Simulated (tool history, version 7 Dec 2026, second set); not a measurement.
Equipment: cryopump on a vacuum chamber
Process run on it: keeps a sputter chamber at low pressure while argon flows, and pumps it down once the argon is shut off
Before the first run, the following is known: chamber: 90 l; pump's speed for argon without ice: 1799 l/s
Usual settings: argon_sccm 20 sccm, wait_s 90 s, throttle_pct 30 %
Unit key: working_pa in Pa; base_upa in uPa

run   hour  argon_sccm  wait_s  throttle_pct  working_pa  base_upa
  1    0.0          20      90            30      0.0695      1.07
  2   58.5          20      90            30      0.0693      1.12
  3  141.6          20      90            15      0.1340      1.18
  4  232.0          10      90            30      0.0359      1.20
     323.5  -- pump warmed up, emptied and cooled again
  5  323.5          27      90            30      0.0857      1.03
  6  371.2          27      90            30      0.0844      1.02
  7  454.4          27      90            41      0.0627      1.00
  8  501.9          20      90            29      0.0664      1.06
  9  561.1          20      90            30      0.0641      1.01
 10  657.8          20      90            30      0.0640      1.02
 11  736.3          14      37            30      0.0453      1.89
 12  821.4           8      90            25      0.0304      1.12
 13  881.8           8      90            25      0.0313      1.11

Expected results for the next run?
 14  966.6          20     121            25           ?         ?

{"run 14": {"working_pa": 0.0785, "base_upa": 1.03}}
Take away the tool's hidden state, keep the run-to-run variation as it was, and the same run would have given working_pa 0.0751 Pa, base_upa 0.62 uPa.
